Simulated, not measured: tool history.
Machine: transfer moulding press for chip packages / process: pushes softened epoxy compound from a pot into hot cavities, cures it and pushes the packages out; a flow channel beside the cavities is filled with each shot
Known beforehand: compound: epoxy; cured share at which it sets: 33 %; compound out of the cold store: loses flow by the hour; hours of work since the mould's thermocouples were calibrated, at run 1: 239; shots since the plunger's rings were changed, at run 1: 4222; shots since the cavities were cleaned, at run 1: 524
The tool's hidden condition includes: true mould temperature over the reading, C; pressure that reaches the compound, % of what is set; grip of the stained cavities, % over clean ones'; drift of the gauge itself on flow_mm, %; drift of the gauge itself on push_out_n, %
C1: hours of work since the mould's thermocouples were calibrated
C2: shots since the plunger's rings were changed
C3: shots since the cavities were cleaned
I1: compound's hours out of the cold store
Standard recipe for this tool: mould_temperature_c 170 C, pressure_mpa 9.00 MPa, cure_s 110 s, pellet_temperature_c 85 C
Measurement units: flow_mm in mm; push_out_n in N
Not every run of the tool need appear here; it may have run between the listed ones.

run 1 hour=0.0 | mould_temperature_c=170 pressure_mpa=9.00 cure_s=110 pellet_temperature_c=85 | C1=239 C2=4222 C3=524 | I1=26.5 | flow_mm=967 push_out_n=307
-- hour=25.3 plunger's sealing rings changed
-- hour=34.6 cavities cleaned with cleaning compound and waxed
run 2 hour=55.2 | mould_temperature_c=170 pressure_mpa=9.00 cure_s=110 pellet_temperature_c=85 | C1=277 C2=353 C3=256 | I1=9.2 | flow_mm=1031 push_out_n=310
-- hour=111.9 cavities cleaned with cleaning compound and waxed
run 3 hour=119.8 | mould_temperature_c=170 pressure_mpa=9.00 cure_s=110 pellet_temperature_c=85 | C1=323 C2=1138 C3=99 | I1=15.0 | flow_mm=1019 push_out_n=311
-- hour=185.3 cavities cleaned with cleaning compound and waxed
run 4 hour=185.3 | mould_temperature_c=170 pressure_mpa=9.00 cure_s=110 pellet_temperature_c=95 | C1=370 C2=1933 C3=0 | I1=42.9 | flow_mm=920 push_out_n=288
run 5 hour=248.2 | mould_temperature_c=170 pressure_mpa=7.28 cure_s=110 pellet_temperature_c=85 | C1=417 C2=2715 C3=782 | I1=15.0 | flow_mm=904 push_out_n=304
-- hour=257.7 cavities cleaned with cleaning compound and waxed
run 6 hour=277.7 | mould_temperature_c=170 pressure_mpa=9.00 cure_s=110 pellet_temperature_c=85 | C1=437 C2=3063 C3=248 | I1=11.4 | flow_mm=1018 push_out_n=303
run 7 hour=318.5 | mould_temperature_c=170 pressure_mpa=9.00 cure_s=110 pellet_temperature_c=85 | C1=467 C2=3571 C3=756 | I1=14.8 | flow_mm=1012 push_out_n=297
-- hour=330.3 cavities cleaned with cleaning compound and waxed
run 8 hour=363.1 | mould_temperature_c=171 pressure_mpa=9.00 cure_s=110 pellet_temperature_c=85 | C1=499 C2=4107 C3=409 | I1=8.1 | flow_mm=1030 push_out_n=302
run 9 hour=392.6 | mould_temperature_c=170 pressure_mpa=9.00 cure_s=141 pellet_temperature_c=85 | C1=521 C2=4474 C3=776 | I1=41.1 | flow_mm=919 push_out_n=279
-- hour=400.9 plunger's sealing rings changed
-- hour=407.1 cavities cleaned with cleaning compound and waxed
run 10 hour=423.5 | mould_temperature_c=170 pressure_mpa=9.00 cure_s=110 pellet_temperature_c=85 | C1=541 C2=263 C3=203 | I1=25.9 | flow_mm=971 push_out_n=303
-- hour=447.7 mould's thermocouples calibrated
run 11 hour=456.3 | mould_temperature_c=170 pressure_mpa=8.27 cure_s=110 pellet_temperature_c=85 | C1=6 C2=646 C3=586 | I1=36.8 | flow_mm=895 push_out_n=301
-- hour=483.9 cavities cleaned with cleaning compound and waxed
run 12 hour=519.9 | mould_temperature_c=170 pressure_mpa=8.27 cure_s=110 pellet_temperature_c=85 | C1=52 C2=1419 C3=448 | I1=32.1 | flow_mm=918 push_out_n=303
-- hour=560.0 cavities cleaned with cleaning compound and waxed
run 13 hour=568.7 | mould_temperature_c=170 pressure_mpa=8.27 cure_s=110 pellet_temperature_c=85 | C1=87 C2=2006 C3=108 | I1=18.7 | flow_mm=951 push_out_n=293
run 14 hour=625.1 | mould_temperature_c=165 pressure_mpa=8.01 cure_s=130 pellet_temperature_c=82 | C1=128 C2=2708 C3=810 | I1=28.9 | flow_mm=932 push_out_n=322
-- hour=634.6 cavities cleaned with cleaning compound and waxed
run 15 hour=662.5 | mould_temperature_c=165 pressure_mpa=7.53 cure_s=115 pellet_temperature_c=82 | C1=155 C2=3153 C3=347 | I1=26.1 | flow_mm=908 push_out_n=361
-- hour=708.7 cavities cleaned with cleaning compound and waxed
run 16 hour=712.1 | mould_temperature_c=165 pressure_mpa=7.53 cure_s=115 pellet_temperature_c=82 | C1=190 C2=3752 C3=42 | I1=22.3 | flow_mm=915 push_out_n=353
run 17 hour=745.1 | mould_temperature_c=170 pressure_mpa=7.25 cure_s=110 pellet_temperature_c=87 | C1=215 C2=4162 C3=452 | I1=31.7 | flow_mm=853 push_out_n=310
-- hour=776.9 plunger's sealing rings changed
run 18 hour=781.5 | mould_temperature_c=169 pressure_mpa=7.37 cure_s=135 pellet_temperature_c=89 | C1=240 C2=57 C3=873 | I1=38.5 | flow_mm=853 push_out_n=286
-- hour=788.7 cavities cleaned with cleaning compound and waxed
run 19 hour=819.1 | mould_temperature_c=162 pressure_mpa=9.00 cure_s=103 pellet_temperature_c=85 | C1=266 C2=506 C3=378 | I1=13.9 | flow_mm=1046 push_out_n=606
-- hour=864.1 cavities cleaned with cleaning compound and waxed
run 20 hour=864.1 | mould_temperature_c=165 pressure_mpa=10.71 cure_s=110 pellet_temperature_c=85 | C1=298 C2=1047 C3=0 | I1=35.3 | flow_mm=1043 push_out_n=394
run 21 hour=909.6 | mould_temperature_c=165 pressure_mpa=7.93 cure_s=126 pellet_temperature_c=84 | C1=332 C2=1614 C3=567 | I1=8.3 | flow_mm=982 push_out_n=322
-- hour=939.7 cavities cleaned with cleaning compound and waxed
run 22 hour=939.7 | mould_temperature_c=170 pressure_mpa=9.13 cure_s=110 pellet_temperature_c=85 | C1=353 C2=1968 C3=0 | I1=41.9 | flow_mm=924 push_out_n=297
run 23 hour=982.3 | mould_temperature_c=170 pressure_mpa=9.13 cure_s=110 pellet_temperature_c=85 | C1=384 C2=2498 C3=530 | I1=39.3 | flow_mm=940 push_out_n=299
-- hour=1014.6 cavities cleaned with cleaning compound and waxed
run 24 hour=1017.9 | mould_temperature_c=162 pressure_mpa=9.00 cure_s=135 pellet_temperature_c=85 | C1=409 C2=2922 C3=41 | I1=30.9 | flow_mm=985 push_out_n=332
run 25 hour=1048.5 | mould_temperature_c=162 pressure_mpa=9.00 cure_s=149 pellet_temperature_c=91 | C1=432 C2=3303 C3=422 | I1=36.8 | flow_mm=964 push_out_n=291
-- hour=1090.6 cavities cleaned with cleaning compound and waxed
run 26 hour=1106.8 | mould_temperature_c=162 pressure_mpa=9.00 cure_s=149 pellet_temperature_c=91 | C1=474 C2=4009 C3=201 | I1=16.4 | flow_mm=1038 push_out_n=296

Alternative continuations, all from the tool just after run 26; predict every row:
-- hour=1149.4 plunger's sealing rings changed
-- hour=1166.3 cavities cleaned with cleaning compound and waxed
run A hour=1166.3 | mould_temperature_c=162 pressure_mpa=9.89 cure_s=140 pellet_temperature_c=85 | C1=514 C2=191 C3=0 | I1=23.9 | flow_mm=? push_out_n=?
-- hour=1149.4 plunger's sealing rings changed
-- hour=1166.3 cavities cleaned with cleaning compound and waxed
run B hour=1166.3 | mould_temperature_c=170 pressure_mpa=9.00 cure_s=110 pellet_temperature_c=87 | C1=514 C2=191 C3=0 | I1=27.4 | flow_mm=? push_out_n=?
-- hour=1149.4 plunger's sealing rings changed
-- hour=1166.3 cavities cleaned with cleaning compound and waxed
run C hour=1166.3 | mould_temperature_c=162 pressure_mpa=7.20 cure_s=149 pellet_temperature_c=91 | C1=514 C2=191 C3=0 | I1=23.2 | flow_mm=? push_out_n=?
-- hour=1149.4 plunger's sealing rings changed
-- hour=1166.3 cavities cleaned with cleaning compound and waxed
run D hour=1166.3 | mould_temperature_c=172 pressure_mpa=7.52 cure_s=110 pellet_temperature_c=91 | C1=514 C2=191 C3=0 | I1=38.8 | flow_mm=? push_out_n=?
-- hour=1149.4 plunger's sealing rings changed
-- hour=1166.3 cavities cleaned with cleaning compound and waxed
run E hour=1166.3 | mould_temperature_c=170 pressure_mpa=10.34 cure_s=110 pellet_temperature_c=85 | C1=514 C2=191 C3=0 | I1=20.6 | flow_mm=? push_out_n=?

run=A flow_mm=1057 push_out_n=330
run=B flow_mm=967 push_out_n=302
run=C flow_mm=901 push_out_n=295
run=D flow_mm=848 push_out_n=288
run=E flow_mm=1064 push_out_n=295
With the hidden condition removed and each run's random variation left untouched, the same runs would have given:
run=A flow_mm=1057 push_out_n=330
run=B flow_mm=967 push_out_n=302
run=C flow_mm=901 push_out_n=295
run=D flow_mm=848 push_out_n=288
run=E flow_mm=1064 push_out_n=295

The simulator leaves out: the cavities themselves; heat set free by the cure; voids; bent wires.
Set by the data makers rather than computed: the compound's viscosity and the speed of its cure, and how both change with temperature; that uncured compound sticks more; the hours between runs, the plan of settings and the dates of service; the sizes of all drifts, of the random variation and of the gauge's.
